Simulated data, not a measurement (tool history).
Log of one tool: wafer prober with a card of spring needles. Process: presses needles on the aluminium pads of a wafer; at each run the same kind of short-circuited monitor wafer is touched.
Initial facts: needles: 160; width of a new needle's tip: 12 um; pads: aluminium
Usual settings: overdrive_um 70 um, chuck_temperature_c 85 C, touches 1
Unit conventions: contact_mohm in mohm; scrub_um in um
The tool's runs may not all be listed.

run	day	overdrive_um	chuck_temperature_c	touches	contact_mohm	scrub_um
1	0.000	70	85	1	259	16.50
2	1.712	70	85	1	259	16.37
3	2.800	70	85	1	258	17.41
4	4.388	70	85	1	286	17.23
5	5.738	70	85	1	268	17.13
6	7.171	86	116	2	264	21.05
7	8.717	72	33	2	244	17.53
8	10.650	57	95	1	262	13.76
9	12.100	55	31	3	241	13.15
10	13.229	62	57	2	261	14.81

Removed from this log: 58 entries logged between the listed runs. Between which two listed runs does each belong, and how does the tool's hidden state at the listed run before it compare with that at the listed run after it?
After run 1, before run 2: tips cleaned on abrasive film (day 0.154); tips cleaned on abrasive film (day 0.412); tips cleaned on abrasive film (day 0.671); tips cleaned on abrasive film (day 0.879); tips cleaned on abrasive film (day 1.138); tips cleaned on abrasive film (day 1.396); tips cleaned on abrasive film (day 1.650)
  debris on the tips, nm: 32.4 -> 31.5; way that the needles fall short of the set height, um: 3.57 -> 3.85; tips' diameter, um: 14.67 -> 14.77
  the result without the hidden state subtracted from the measured one, contact_mohm: +21 -> +20 mohm; scrub_um: -0.88 -> -0.95 um
After run 2, before run 3: tips cleaned on abrasive film (day 1.867); tips cleaned on abrasive film (day 2.075); tips cleaned on abrasive film (day 2.279); height of the first contact set anew (day 2.396); tips cleaned on abrasive film (day 2.500); tips cleaned on abrasive film (day 2.758)
  debris on the tips, nm: 31.5 -> 24.3; way that the needles fall short of the set height, um: 3.85 -> 0.08; tips' diameter, um: 14.77 -> 14.84
  the result without the hidden state subtracted from the measured one, contact_mohm: +20 -> +15 mohm; scrub_um: -0.95 -> -0.02 um
After run 3, before run 4: tips cleaned on abrasive film (day 3.004); tips cleaned on abrasive film (day 3.212); tips cleaned on abrasive film (day 3.421); tips cleaned on abrasive film (day 3.675); tips cleaned on abrasive film (day 3.933); tips cleaned on abrasive film (day 4.192)
  debris on the tips, nm: 24.3 -> 79.4; way that the needles fall short of the set height, um: 0.08 -> 0.32; tips' diameter, um: 14.84 -> 14.93
  the result without the hidden state subtracted from the measured one, contact_mohm: +15 -> +45 mohm; scrub_um: -0.02 -> -0.08 um
After run 4, before run 5: tips cleaned on abrasive film (day 4.442); tips cleaned on abrasive film (day 4.700); tips cleaned on abrasive film (day 4.908); tips cleaned on abrasive film (day 5.167); tips cleaned on abrasive film (day 5.421); tips cleaned on abrasive film (day 5.679)
  debris on the tips, nm: 79.4 -> 35.7; way that the needles fall short of the set height, um: 0.32 -> 0.6; tips' diameter, um: 14.93 -> 15.02
  the result without the hidden state subtracted from the measured one, contact_mohm: +45 -> +22 mohm; scrub_um: -0.08 -> -0.15 um
After run 5, before run 6: tips cleaned on abrasive film (day 5.892); tips cleaned on abrasive film (day 6.100); tips cleaned on abrasive film (day 6.304); tips cleaned on abrasive film (day 6.512); tips cleaned on abrasive film (day 6.771); tips cleaned on abrasive film (day 6.979)
  debris on the tips, nm: 35.7 -> 73; way that the needles fall short of the set height, um: 0.6 -> 0.87; tips' diameter, um: 15.02 -> 15.12
  the result without the hidden state subtracted from the measured one, contact_mohm: +22 -> +16 mohm; scrub_um: -0.15 -> -0.22 um
After run 6, before run 7: tips cleaned on abrasive film (day 7.225); tips cleaned on abrasive film (day 7.433); tips cleaned on abrasive film (day 7.688); tips cleaned on abrasive film (day 7.946); tips cleaned on abrasive film (day 8.154); tips cleaned on abrasive film (day 8.412); tips cleaned on abrasive film (day 8.617)
  debris on the tips, nm: 73 -> 41.4; way that the needles fall short of the set height, um: 0.87 -> 1.15; tips' diameter, um: 15.12 -> 15.22
  the result without the hidden state subtracted from the measured one, contact_mohm: +16 -> +17 mohm; scrub_um: -0.22 -> -0.29 um
After run 7, before run 8: tips cleaned on abrasive film (day 8.875); tips cleaned on abrasive film (day 9.079); tips cleaned on abrasive film (day 9.288); tips cleaned on abrasive film (day 9.496); tips cleaned on abrasive film (day 9.750); tips cleaned on abrasive film (day 9.958); tips cleaned on abrasive film (day 10.217); tips cleaned on abrasive film (day 10.425); tips cleaned on abrasive film (day 10.629)
  debris on the tips, nm: 41.4 -> 14.2; way that the needles fall short of the set height, um: 1.15 -> 1.52; tips' diameter, um: 15.22 -> 15.34
  the result without the hidden state subtracted from the measured one, contact_mohm: +17 -> +16 mohm; scrub_um: -0.29 -> -0.38 um
After run 8, before run 9: tips cleaned on abrasive film (day 10.858); tips cleaned on abrasive film (day 11.117); tips cleaned on abrasive film (day 11.371); tips cleaned on abrasive film (day 11.579); tips cleaned on abrasive film (day 11.838); tips cleaned on abrasive film (day 12.046)
  debris on the tips, nm: 14.2 -> 25.5; way that the needles fall short of the set height, um: 1.52 -> 1.78; tips' diameter, um: 15.34 -> 15.44
  the result without the hidden state subtracted from the measured one, contact_mohm: +16 -> +13 mohm; scrub_um: -0.38 -> -0.44 um
After run 9, before run 10: tips cleaned on abrasive film (day 12.258); tips cleaned on abrasive film (day 12.512); tips cleaned on abrasive film (day 12.721); tips cleaned on abrasive film (day 12.929); tips cleaned on abrasive film (day 13.133)
  debris on the tips, nm: 25.5 -> 49.7; way that the needles fall short of the set height, um: 1.78 -> 1.95; tips' diameter, um: 15.44 -> 15.5
  the result without the hidden state subtracted from the measured one, contact_mohm: +13 -> +26 mohm; scrub_um: -0.44 -> -0.48 um

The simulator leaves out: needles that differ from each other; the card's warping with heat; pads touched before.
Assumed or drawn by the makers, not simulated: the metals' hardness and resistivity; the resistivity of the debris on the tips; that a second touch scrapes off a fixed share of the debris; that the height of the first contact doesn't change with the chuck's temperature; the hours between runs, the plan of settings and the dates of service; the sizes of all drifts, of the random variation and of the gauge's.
